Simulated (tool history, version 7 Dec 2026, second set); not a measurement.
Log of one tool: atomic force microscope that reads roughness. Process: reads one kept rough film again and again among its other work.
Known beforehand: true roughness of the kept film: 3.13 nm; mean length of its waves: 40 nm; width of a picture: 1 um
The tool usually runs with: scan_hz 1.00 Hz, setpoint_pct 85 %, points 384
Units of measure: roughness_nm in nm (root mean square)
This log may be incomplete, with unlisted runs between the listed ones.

run   hour  scan_hz  setpoint_pct  points  roughness_nm
  1    0.0     1.00            85     384         2.743
  2   10.8     1.00            85     384         2.748
  3   24.0     1.00            85     384         2.762
  4   36.0     1.00            85     384         2.775
  5   57.6     1.00            76     384         2.825
  6   77.5     1.00            76     384         2.806
  7   91.6     1.00            76     384         2.815
  8  107.6     1.00            76     384         2.824
  9  121.9     1.00            76     384         2.834
 10  143.5     1.00            85     384         2.724
     159.7  -- new tip fitted
 11  160.5     1.00            85     384         2.759
 12  177.2     1.00            85     384         2.765
 13  191.3     1.00            85     384         2.764
 14  210.8     1.00            85     384         2.746
 15  227.2     1.00            85     384         2.788
 16  237.1     1.00            85     384         2.770
 17  258.6     1.00            85     384         2.767
 18  268.7     0.67            85     806         2.830
 19  289.3     0.67            85     806         2.822
 20  310.6     3.32            83     806         2.453
 21  327.1     1.71            85     971         2.647
 22  342.0     1.38            71     781         2.860
 23  359.8     2.50            83     340         2.534
 24  371.6     2.50            83     340         2.552
 25  391.0     2.50            83     340         2.539
 26  400.0     0.84            83     645         2.802
 27  419.0     1.00            85     851         2.751
 28  435.3     1.00            85     851         2.787
 29  449.8     1.00            85     851         2.782
 30  461.4     1.00            85     357         2.770
 31  470.8     0.61            55     631         2.954
 32  488.1     0.88            58     982         2.936
     495.0  -- new tip fitted
 33  504.8     3.83            85     384         2.328
 34  521.3     1.00            77     734         2.844

Each row is a separate what-if for the run after 34, all from the same tool condition, not one after another. Results?
  A  543.1     0.75            62     364             ?
  B  543.1     1.36            77     668             ?
  C  543.1     3.27            77     553             ?
  D  543.1     1.12            56     566             ?

run  roughness_nm
  A         2.904
  B         2.792
  C         2.576
  D         2.932
Stripped of hidden state, with their random variation kept, the same runs would have yielded:
run  roughness_nm
  A         2.905
  B         2.793
  C         2.576
  D         2.933

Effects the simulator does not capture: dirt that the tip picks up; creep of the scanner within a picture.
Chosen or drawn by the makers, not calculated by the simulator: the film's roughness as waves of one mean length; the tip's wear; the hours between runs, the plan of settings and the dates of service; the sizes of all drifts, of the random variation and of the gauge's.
